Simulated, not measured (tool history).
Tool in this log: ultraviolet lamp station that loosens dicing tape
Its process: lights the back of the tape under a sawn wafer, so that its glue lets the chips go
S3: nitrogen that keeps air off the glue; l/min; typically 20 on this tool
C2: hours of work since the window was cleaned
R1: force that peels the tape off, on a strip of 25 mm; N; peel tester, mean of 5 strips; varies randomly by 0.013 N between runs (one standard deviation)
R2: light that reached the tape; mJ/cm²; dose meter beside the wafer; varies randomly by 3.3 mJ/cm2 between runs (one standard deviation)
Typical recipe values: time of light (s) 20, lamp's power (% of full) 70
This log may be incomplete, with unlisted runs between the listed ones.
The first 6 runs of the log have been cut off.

Run 7, hour 43.8: usual settings; hours of work of the lamp 73; C2 512. Result: R1 0.618 N, R2 518 mJ/cm².
Run 8, hour 50.2: usual settings but S3 11 l/min; hours of work of the lamp 78; C2 517. Result: R1 0.900 N, R2 519 mJ/cm².
Run 9, hour 58.8: usual settings but S3 29 l/min; hours of work of the lamp 84; C2 523. Result: R1 0.476 N, R2 511 mJ/cm².
Run 10, hour 63.4: usual settings but S3 29 l/min; hours of work of the lamp 87; C2 527. Result: R1 0.487 N, R2 514 mJ/cm².
Run 11, hour 71.8: usual settings but S3 29 l/min; hours of work of the lamp 94; C2 533. Result: R1 0.492 N, R2 520 mJ/cm².
Run 12, hour 79.9: usual settings but S3 29 l/min; hours of work of the lamp 100; C2 539. Result: R1 0.514 N, R2 518 mJ/cm².
Run 13, hour 88.7: usual settings but S3 29 l/min; hours of work of the lamp 106; C2 546. Result: R1 0.518 N, R2 523 mJ/cm².
Run 14, hour 93.7: usual settings but S3 29 l/min; hours of work of the lamp 110; C2 549. Result: R1 0.485 N, R2 518 mJ/cm².
Run 15, hour 101.1: usual settings but time of light (s) 33; hours of work of the lamp 116; C2 555. Result: R1 0.258 N, R2 858 mJ/cm².
Run 16, hour 106.6: usual settings but time of light (s) 33; hours of work of the lamp 120; C2 559. Result: R1 0.266 N, R2 845 mJ/cm².
Run 17, hour 111.3: usual settings; hours of work of the lamp 123; C2 563. Result: R1 0.609 N, R2 517 mJ/cm².
Run 18, hour 120.6: usual settings; hours of work of the lamp 131; C2 570. Result: R1 0.585 N, R2 515 mJ/cm².
Run 19, hour 130.1: usual settings; hours of work of the lamp 138; C2 577. Result: R1 0.565 N, R2 519 mJ/cm².
Run 20, hour 136.7: usual settings but time of light (s) 34; hours of work of the lamp 143; C2 582. Result: R1 0.261 N, R2 880 mJ/cm².
Run 21, hour 142.9: usual settings but time of light (s) 34; hours of work of the lamp 147; C2 586. Result: R1 0.260 N, R2 870 mJ/cm².
Run 22, hour 147.3: usual settings but time of light (s) 24; hours of work of the lamp 151; C2 590. Result: R1 0.435 N, R2 623 mJ/cm².
Run 23, hour 155.3: usual settings but time of light (s) 24; hours of work of the lamp 157; C2 596. Result: R1 0.436 N, R2 623 mJ/cm².
Run 24, hour 161.8: usual settings but time of light (s) 24; hours of work of the lamp 161; C2 601. Result: R1 0.434 N, R2 626 mJ/cm².

What will run 25 give?
Run 25, hour 169.5: usual settings but time of light (s) 24; hours of work of the lamp 167; C2 606. Result: R1 ?, R2 ?.

R1: 0.448 N
R2: 613 mJ/cm²
With the hidden condition absent and the run-to-run variation left alone, this run would have shown R1 0.446 N, R2 614 mJ/cm².
